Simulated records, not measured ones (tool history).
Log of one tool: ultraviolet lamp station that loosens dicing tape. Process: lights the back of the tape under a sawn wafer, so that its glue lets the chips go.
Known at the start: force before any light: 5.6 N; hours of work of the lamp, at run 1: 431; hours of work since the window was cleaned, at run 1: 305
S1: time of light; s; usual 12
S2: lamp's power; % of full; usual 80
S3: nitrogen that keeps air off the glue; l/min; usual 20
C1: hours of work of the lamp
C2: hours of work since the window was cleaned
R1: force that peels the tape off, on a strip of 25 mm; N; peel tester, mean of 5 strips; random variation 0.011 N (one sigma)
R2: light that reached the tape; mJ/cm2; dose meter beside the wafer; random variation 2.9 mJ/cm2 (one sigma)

run,day,S1,S2,S3,C1,C2,R1,R2
1,0,12,80,20,431,305,0.818,311
2,0.871,20,80,20,442,316,0.344,522
3,1.625,20,80,20,452,325,0.352,517
4,2.7,20,80,20,466,339,0.359,511
5,3.221,20,80,20,472,346,0.379,507
6,3.921,20,80,20,481,354,0.358,508
7,4.888,20,80,20,494,367,0.373,502
8,5.696,12,88,20,504,377,0.77,326
# day 6.096: window cleaned of glue's vapour
9,6.488,12,88,20,514,5,0.672,346
10,7.121,8,80,20,522,13,1.428,207
11,7.65,8,80,20,528,20,1.489,207
12,8.546,12,80,12,540,31,1.155,310
13,9.171,12,80,12,548,39,1.211,305
14,9.683,12,80,12,554,46,1.155,303
15,10.717,12,80,12,567,59,1.182,313
16,11.721,12,80,17,580,72,0.931,300
17,12.296,12,80,20,587,79,0.888,296
18,12.875,15,96,40,595,86,0.294,445

The next listed run, before its measurement:
19,13.942,9,83,20,608,100,?,?

Run 19 gave R1 1.283 N, R2 233 mJ/cm2.
Without the tool's hidden state the same run would have given R1 0.783 N, R2 323 mJ/cm2.

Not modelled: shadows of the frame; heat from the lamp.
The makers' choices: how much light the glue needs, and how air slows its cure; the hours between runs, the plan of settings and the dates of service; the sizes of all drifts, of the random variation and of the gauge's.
